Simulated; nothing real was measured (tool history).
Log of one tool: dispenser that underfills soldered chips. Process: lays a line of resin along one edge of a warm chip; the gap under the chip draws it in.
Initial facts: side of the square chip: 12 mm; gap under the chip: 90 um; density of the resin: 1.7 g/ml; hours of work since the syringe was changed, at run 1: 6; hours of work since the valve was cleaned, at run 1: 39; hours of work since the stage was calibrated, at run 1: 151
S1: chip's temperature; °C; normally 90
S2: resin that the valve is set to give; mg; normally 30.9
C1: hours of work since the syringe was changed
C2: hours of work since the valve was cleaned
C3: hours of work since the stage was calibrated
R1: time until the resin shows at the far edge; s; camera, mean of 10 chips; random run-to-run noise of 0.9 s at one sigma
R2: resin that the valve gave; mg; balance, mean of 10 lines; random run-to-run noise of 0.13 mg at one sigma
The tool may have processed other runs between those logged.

run,day,S1,S2,C1,C2,C3,R1,R2
1,0,90,30.9,6,39,151,132.7,29.74
2,0.104,90,30.9,8,41,153,155.9,29.83
# day 0.217: dispensing valve cleaned and set on the balance
3,0.262,90,30.9,10,1,155,182,30.9
# day 0.329: new syringe of resin
4,0.504,90,30.9,3,5,159,103.3,30.95
5,0.625,90,30.9,5,7,161,126.7,30.58
6,0.812,90,30.9,8,10,164,161.6,30.64
7,0.917,90,30.9,10,12,166,195.4,30.61
# day 0.95: new syringe of resin
8,1.146,90,30.9,3,16,169,108,30.58
9,1.325,90,30.9,6,19,173,142.3,30.51
10,1.488,80,26.5,9,21,175,295.7,26.32
# day 1.567: new syringe of resin
11,1.692,81,38.6,2,25,179,143.5,37.93
12,1.888,99,37.7,6,28,182,83.9,36.98
13,2.012,101,37.4,8,30,184,93.9,36.72
# day 2.179: new syringe of resin
14,2.254,84,29,1,34,188,119.5,28.22
15,2.446,84,29,5,38,191,162,28.26
16,2.621,77,32.6,8,41,194,280.5,31.54

Estimate the outcome of run 17 from the log above:
# day 2.725: dispensing valve cleaned and set on the balance
# day 2.842: new syringe of resin
17,2.867,85,37.5,0,2,198,?,?

R1: 102.6 s
R2: 37.34 mg
Take away the tool's hidden state, keep the run-to-run variation as it was, and the same run would have given R1 104.1 s, R2 37.38 mg.

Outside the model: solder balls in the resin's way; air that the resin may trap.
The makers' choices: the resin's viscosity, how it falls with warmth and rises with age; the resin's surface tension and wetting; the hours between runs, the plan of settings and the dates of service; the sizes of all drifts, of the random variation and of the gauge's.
